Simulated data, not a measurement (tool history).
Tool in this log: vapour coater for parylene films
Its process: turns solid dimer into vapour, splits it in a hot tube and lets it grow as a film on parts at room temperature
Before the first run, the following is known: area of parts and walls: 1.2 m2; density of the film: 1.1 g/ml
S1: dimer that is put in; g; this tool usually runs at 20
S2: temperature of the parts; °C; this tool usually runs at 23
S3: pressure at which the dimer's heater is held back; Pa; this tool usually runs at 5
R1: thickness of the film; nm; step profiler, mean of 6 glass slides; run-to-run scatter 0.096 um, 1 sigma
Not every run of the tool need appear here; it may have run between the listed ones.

run   hour  S1  S2     S3     R1
  1      0  20  23      5  11150
  2   21.9  20  23      5  11010
  3   37.4  20  23      5  11230
  4     59  20  23      5  11050
  5   74.5  20  23      5  11130
  6   91.9  20  23      5  11130
  7  116.4  20  23      5  10890
  8  130.3  20  23      5  10900
  9  141.1  20  23      5  10940
     163.2  -- trap's valve overhauled
 10  163.4  20  23      5  11900
 11  178.4  20  23      5  11890
 12  194.1  20  25      5  11190
 13  208.9  20  25      5  11350
 14  221.7  20  25      5  11380
 15  240.7  20  25      5  11410
 16    260  20  25      5  11400
 17  276.8  20  25      5  11180
 18  295.8  20  23      5  11790
 19  318.9  20  23      5  11750
 20  343.6  20  23      5  11580
 21  365.1  20  20   5.68  11890
 22  383.3  12  23   5.68   6770
 23  395.2  12  16   5.68   7760
 24    417  16  23   4.15   9600
 25  435.4  21  32  10.55   8480
 26  458.6  21  32   2.87  11410
 27  481.1  21  15   3.25  14910
 28  505.5  30  15  10.33  17040
 29  528.7  10  20   6.02   5830
 30  543.9  10  20   6.02   5900
 31    559  10  20   6.02   5830
 32  579.7   9  23   4.62   5180
 33  591.6  20  26      5  10690
 34  603.8   8  23      5   4580
 35  617.7  14  26   6.89   6870
 36  643.9  20  23   3.31  12730
 37  659.3  32  25   3.31  19170
 38  670.2  24  19   3.31  16460
 39  696.4  24  19   3.31  16270

5 ways to go on from here, each from the tool as it stands after run 39. What would each give?
  A  721.7  24  18  2.18   ?
  B  721.7  24  31  6.59   ?
  C  721.7  20  23     5   ?
  D  721.7  17  23  7.88   ?
  E  721.7  20  26  7.46   ?

run     R1
  A  17050
  B  10630
  C  11250
  D   8510
  E   9490
What these runs would have given with no unlogged condition in the tool:
run     R1
  A  18020
  B  11090
  C  11740
  D   8880
  E   9910
